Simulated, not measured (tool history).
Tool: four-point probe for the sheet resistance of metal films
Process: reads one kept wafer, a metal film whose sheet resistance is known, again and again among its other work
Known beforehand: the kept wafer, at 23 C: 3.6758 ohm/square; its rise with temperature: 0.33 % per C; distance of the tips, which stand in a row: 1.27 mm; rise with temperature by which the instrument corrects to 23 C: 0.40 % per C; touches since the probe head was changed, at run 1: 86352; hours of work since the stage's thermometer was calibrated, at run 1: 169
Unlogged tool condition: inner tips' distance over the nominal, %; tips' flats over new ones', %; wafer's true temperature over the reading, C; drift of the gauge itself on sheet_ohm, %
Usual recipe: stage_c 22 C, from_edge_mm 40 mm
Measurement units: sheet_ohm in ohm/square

run,day,stage_c,from_edge_mm,touches since the probe head was changed,hours of work since the stage's thermometer was calibrated,sheet_ohm
1,0,22,40,86352,169,3.730505
2,0.717,22,14,87090,180,3.746232
3,1.375,22,14,87764,191,3.746597
4,2.004,22,14,88413,201,3.747705
5,2.996,25,40,89429,216,3.723223
6,3.508,22,59,89957,224,3.731584
7,4.371,33,40,90840,238,3.704932
8,5.062,32,40,91554,249,3.708348
9,5.717,32,40,92223,259,3.707995
# day 5.821: stage's thermometer calibrated
# day 5.938: new probe head fitted
10,6.567,32,40,643,11,3.647708
11,7.375,24,40,1473,24,3.665982
12,7.975,22,5,2091,33,3.792193
13,8.967,22,5,3109,49,3.794805
14,9.871,22,5,4037,63,3.792013
15,10.412,22,5,4592,72,3.792951
16,11.192,30,40,5396,84,3.654891
# day 11.517: stage's thermometer calibrated, once more
17,12.058,27,16,6264,9,3.674612
18,12.792,18,3,7018,20,4.006061
19,13.792,21,11,8043,36,3.703745
20,14.758,21,11,9036,51,3.703721
21,15.55,21,11,9852,64,3.703805
22,16.329,34,19,10651,76,3.654471
23,16.788,34,19,11121,83,3.656623
24,17.662,34,19,12019,97,3.655106
25,18.429,22,36,12806,109,3.679367
26,19.275,20,12,13676,123,3.703343
27,20.042,20,12,14465,135,3.704161
28,20.817,23,9,15259,147,3.713139
29,21.242,22,40,15698,154,3.679353
30,21.767,22,40,16236,162,3.678216

Measured minus without-hidden-state, run by run (identical run-to-run variation in each term; gauge scatter may differ):
run,sheet_ohm
1,+0.051152
2,+0.051626
3,+0.051858
4,+0.052143
5,+0.052213
6,+0.052529
7,+0.052479
8,+0.052808
9,+0.053027
10,-0.008964
11,-0.008765
12,-0.008789
13,-0.008374
14,-0.007998
15,-0.007787
16,-0.00714
17,-0.004505
18,-0.004607
19,-0.003906
20,-0.003496
21,-0.003209
22,-0.002823
23,-0.002631
24,-0.002282
25,-0.002013
26,-0.001702
27,-0.001395
28,-0.001085
29,-0.000901
30,-0.000722

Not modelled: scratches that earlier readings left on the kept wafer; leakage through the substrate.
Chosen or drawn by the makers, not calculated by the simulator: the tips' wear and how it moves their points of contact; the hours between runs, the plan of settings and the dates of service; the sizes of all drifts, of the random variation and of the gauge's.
